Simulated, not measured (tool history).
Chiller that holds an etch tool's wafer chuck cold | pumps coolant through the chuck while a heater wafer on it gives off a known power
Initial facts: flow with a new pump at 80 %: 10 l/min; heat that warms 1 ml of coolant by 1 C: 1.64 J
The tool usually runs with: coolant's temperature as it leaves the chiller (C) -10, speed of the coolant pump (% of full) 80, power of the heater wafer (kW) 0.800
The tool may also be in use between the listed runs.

run    hour  coolant's temperature as it leaves the chiller (C)  speed of the coolant pump (% of full)  power of the heater wafer (kW)  chuck's temperature once it has settled (C)  how much warmer the coolant comes back (C)
  1     0.0                                                 -10                                     80                           0.800                                          0.6                                        3.05
  2    64.9                                                 -13                                     80                           0.800                                         -2.3                                        2.99
  3   113.5                                                 -13                                     80                           0.800                                         -2.3                                        3.00
  4   189.1                                                 -13                                     80                           0.800                                         -2.3                                        3.02
  5   236.6                                                 -10                                     80                           0.699                                         -0.7                                        2.65
  6   314.3                                                 -10                                     80                           0.699                                         -0.5                                        2.65
  7   371.5                                                 -10                                     80                           0.800                                          0.8                                        3.04
  8   423.4                                                 -10                                     80                           0.800                                          0.8                                        3.03
  9   475.5                                                 -10                                     80                           0.800                                          0.8                                        3.10
 10   514.8                                                 -10                                     80                           0.800                                          0.9                                        3.00
 11   585.3                                                 -10                                     80                           0.800                                          1.0                                        3.01
 12   662.9                                                 -10                                     80                           0.434                                         -4.0                                        1.64
 13   705.3                                                 -10                                     80                           0.800                                          0.9                                        3.10
 14   786.9                                                 -10                                     80                           0.800                                          1.0                                        3.05
 15   851.1                                                 -10                                     80                           0.961                                          3.2                                        3.71
 16   894.6                                                 -10                                     80                           0.961                                          3.2                                        3.69
 17   967.2                                                 -10                                     80                           0.961                                          3.2                                        3.78
 18  1014.0                                                 -10                                     80                           0.961                                          3.4                                        3.69
 19  1090.1                                                 -10                                     80                           0.961                                          3.3                                        3.70
 20  1129.7                                                 -10                                     80                           0.961                                          3.4                                        3.71
 21  1208.2                                                 -10                                     90                           0.800                                          0.1                                        2.73
 22  1292.8                                                 -10                                     90                           0.800                                          0.0                                        2.67
 23  1383.5                                                  -3                                     90                           0.431                                          2.7                                        1.43
 24  1453.5                                                  -7                                     70                           0.765                                          4.9                                        3.45
 25  1521.0                                                  -9                                     63                           1.013                                          8.0                                        5.15
 26  1590.8                                                  -1                                     80                           0.531                                          6.5                                        2.02
 27  1641.6                                                 -19                                     80                           0.433                                        -12.9                                        1.68
 28  1725.3                                                 -19                                     88                           0.471                                        -12.8                                        1.65
 29  1812.2                                                 -13                                     80                           0.800                                         -1.6                                        3.12
 30  1892.2                                                  -7                                     75                           0.682                                          3.2                                        2.85

Consider 4 possible next runs. They are alternatives, not a sequence: every one starts from the tool as it was left by run 30. What does each give?
  A  1972.3                                                  -5                                     83                           1.186                                            ?                                           ?
  B  1972.3                                                 -11                                     73                           0.628                                            ?                                           ?
  C  1972.3                                                 -13                                     80                           0.800                                            ?                                           ?
  D  1972.3                                                  -9                                     81                           0.677                                            ?                                           ?

run  chuck's temperature once it has settled (C)  how much warmer the coolant comes back (C)
  A                                         11.2                                        4.42
  B                                         -1.4                                        2.61
  C                                         -1.7                                        3.09
  D                                          0.5                                        2.61
With the hidden condition removed and each run's random variation left untouched, the same runs would have given:
run  chuck's temperature once it has settled (C)  how much warmer the coolant comes back (C)
  A                                          9.4                                        4.15
  B                                         -2.5                                        2.44
  C                                         -3.0                                        2.90
  D                                         -0.6                                        2.45

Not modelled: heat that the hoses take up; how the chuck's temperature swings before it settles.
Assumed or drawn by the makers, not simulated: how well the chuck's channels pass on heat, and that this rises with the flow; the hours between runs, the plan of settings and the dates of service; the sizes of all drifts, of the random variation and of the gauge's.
